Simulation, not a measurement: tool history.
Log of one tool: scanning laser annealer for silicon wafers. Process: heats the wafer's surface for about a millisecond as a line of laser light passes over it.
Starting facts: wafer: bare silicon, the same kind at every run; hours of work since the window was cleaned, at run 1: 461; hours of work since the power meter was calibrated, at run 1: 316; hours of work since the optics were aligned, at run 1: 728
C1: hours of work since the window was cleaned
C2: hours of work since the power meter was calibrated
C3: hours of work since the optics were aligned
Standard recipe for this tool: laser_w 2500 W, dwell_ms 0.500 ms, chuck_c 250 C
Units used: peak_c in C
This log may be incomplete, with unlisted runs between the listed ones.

Run 1, hour 0.0: usual settings; C1 461; C2 316; C3 728. Result: peak_c 1028 C.
Run 2, hour 28.3: usual settings but chuck_c 233 C; C1 472; C2 328; C3 739. Result: peak_c 1013 C.
Run 3, hour 43.1: usual settings but dwell_ms 0.450 ms, chuck_c 233 C; C1 478; C2 334; C3 745. Result: peak_c 967 C.
Run 4, hour 72.4: usual settings but dwell_ms 0.450 ms, chuck_c 233 C; C1 490; C2 345; C3 757. Result: peak_c 967 C.
Run 5, hour 102.5: usual settings; C1 503; C2 358; C3 769. Result: peak_c 1031 C.
Run 6, hour 132.8: usual settings; C1 515; C2 370; C3 781. Result: peak_c 1030 C.
Run 7, hour 158.1: usual settings; C1 525; C2 380; C3 792. Result: peak_c 1030 C.
Run 8, hour 179.3: usual settings; C1 534; C2 389; C3 800. Result: peak_c 1027 C.
Run 9, hour 200.2: usual settings; C1 542; C2 397; C3 809. Result: peak_c 1025 C.
Run 10, hour 219.9: usual settings but dwell_ms 0.445 ms; C1 550; C2 405; C3 817. Result: peak_c 976 C.
Run 11, hour 239.9: usual settings but laser_w 2430 W; C1 558; C2 413; C3 825. Result: peak_c 1004 C.
Run 12, hour 262.0: usual settings but laser_w 2430 W; C1 567; C2 422; C3 834. Result: peak_c 1005 C.
Run 13, hour 279.3: usual settings but chuck_c 276 C; C1 574; C2 429; C3 841. Result: peak_c 1053 C.
Run 14, hour 310.8: usual settings; C1 587; C2 442; C3 854. Result: peak_c 1029 C.
Run 15, hour 333.3: usual settings but laser_w 2614 W; C1 596; C2 451; C3 863. Result: peak_c 1069 C.
Run 16, hour 351.8: usual settings; C1 604; C2 459; C3 870. Result: peak_c 1031 C.
Run 17, hour 367.3: usual settings but dwell_ms 0.450 ms; C1 610; C2 465; C3 877. Result: peak_c 985 C.
Run 18, hour 385.1: usual settings but dwell_ms 0.450 ms; C1 617; C2 472; C3 884. Result: peak_c 987 C.
Run 19, hour 411.2: usual settings; C1 628; C2 483; C3 894. Result: peak_c 1031 C.
Run 20, hour 430.5: usual settings but dwell_ms 0.356 ms; C1 636; C2 491; C3 902. Result: peak_c 893 C.
Run 21, hour 447.5: usual settings but dwell_ms 0.562 ms; C1 642; C2 498; C3 909. Result: peak_c 1081 C.
Run 22, hour 470.2: usual settings but laser_w 2197 W, dwell_ms 0.490 ms, chuck_c 229 C; C1 652; C2 507; C3 918. Result: peak_c 895 C.
Run 23, hour 498.5: usual settings but laser_w 2634 W, chuck_c 211 C; C1 663; C2 518; C3 930. Result: peak_c 1035 C.
Run 24, hour 521.5: usual settings but laser_w 2634 W, chuck_c 211 C; C1 672; C2 528; C3 939. Result: peak_c 1039 C.
Run 25, hour 543.6: usual settings but laser_w 2316 W, dwell_ms 0.554 ms, chuck_c 241 C; C1 681; C2 537; C3 948. Result: peak_c 1002 C.
Run 26, hour 569.0: usual settings but laser_w 2316 W, dwell_ms 0.554 ms, chuck_c 241 C; C1 692; C2 547; C3 958. Result: peak_c 999 C.
Run 27, hour 582.8: usual settings but laser_w 2316 W, dwell_ms 0.554 ms, chuck_c 241 C; C1 697; C2 552; C3 964. Result: peak_c 998 C.
Run 28, hour 608.0: usual settings but laser_w 2726 W, dwell_ms 0.402 ms, chuck_c 239 C; C1 708; C2 563; C3 974. Result: peak_c 993 C.
Run 29, hour 636.0: usual settings but laser_w 2726 W, dwell_ms 0.402 ms, chuck_c 281 C; C1 719; C2 574; C3 986. Result: peak_c 1040 C.
Run 30, hour 657.0: usual settings but laser_w 2726 W, dwell_ms 0.402 ms, chuck_c 281 C; C1 727; C2 583; C3 994. Result: peak_c 1038 C.
Run 31, hour 677.6: usual settings but laser_w 2474 W, dwell_ms 0.527 ms; C1 736; C2 591; C3 1002. Result: peak_c 1041 C.
Run 32, hour 696.4: usual settings but laser_w 2322 W; C1 743; C2 599; C3 1010. Result: peak_c 968 C.
Run 33, hour 722.0: usual settings but laser_w 2322 W; C1 754; C2 609; C3 1020. Result: peak_c 969 C.
Run 34, hour 745.2: usual settings but laser_w 2226 W, dwell_ms 0.565 ms, chuck_c 281 C; C1 763; C2 618; C3 1030. Result: peak_c 1015 C.
Run 35, hour 765.0: usual settings but laser_w 2701 W, dwell_ms 0.509 ms, chuck_c 281 C; C1 771; C2 626; C3 1038. Result: peak_c 1138 C.
Run 36, hour 784.7: usual settings but laser_w 2385 W, dwell_ms 0.509 ms, chuck_c 260 C; C1 779; C2 634; C3 1046. Result: peak_c 1007 C.
Run 37, hour 811.5: usual settings but dwell_ms 0.438 ms, chuck_c 273 C; C1 790; C2 645; C3 1057. Result: peak_c 1000 C.
Run 38, hour 844.9: usual settings but dwell_ms 0.376 ms, chuck_c 270 C; C1 804; C2 659; C3 1070. Result: peak_c 936 C.
Run 39, hour 868.0: usual settings but laser_w 2540 W, dwell_ms 0.537 ms, chuck_c 257 C; C1 813; C2 668; C3 1080. Result: peak_c 1083 C.
Run 40, hour 894.2: usual settings but laser_w 2540 W, dwell_ms 0.537 ms, chuck_c 257 C; C1 824; C2 679; C3 1090. Result: peak_c 1081 C.
Run 41, hour 910.8: usual settings but dwell_ms 0.452 ms, chuck_c 246 C; C1 830; C2 685; C3 1097. Result: peak_c 984 C.

Consider 4 possible next runs. They are alternatives, not a sequence: every one starts from the tool as it was left by run 41. What does each give?
At hour 928.2: optics aligned, line set to its width.
Run A, hour 937.8: usual settings but laser_w 2265 W, dwell_ms 0.602 ms, chuck_c 246 C; C1 839; C2 694; C3 4. Result: peak_c ?.
At hour 928.2: optics aligned, line set to its width.
Run B, hour 937.8: usual settings but laser_w 2691 W, dwell_ms 0.452 ms, chuck_c 246 C; C1 839; C2 694; C3 4. Result: peak_c ?.
At hour 928.2: optics aligned, line set to its width.
Run C, hour 937.8: usual settings but dwell_ms 0.452 ms, chuck_c 249 C; C1 839; C2 694; C3 4. Result: peak_c ?.
At hour 928.2: optics aligned, line set to its width.
Run D, hour 937.8: usual settings but laser_w 2494 W, dwell_ms 0.455 ms; C1 839; C2 694; C3 4. Result: peak_c ?.

run  peak_c
  A    1021
  B    1042
  C     985
  D     987
With the hidden condition removed and each run's random variation left untouched, the same runs would have given:
run  peak_c
  A    1022
  B    1043
  C     985
  D     988
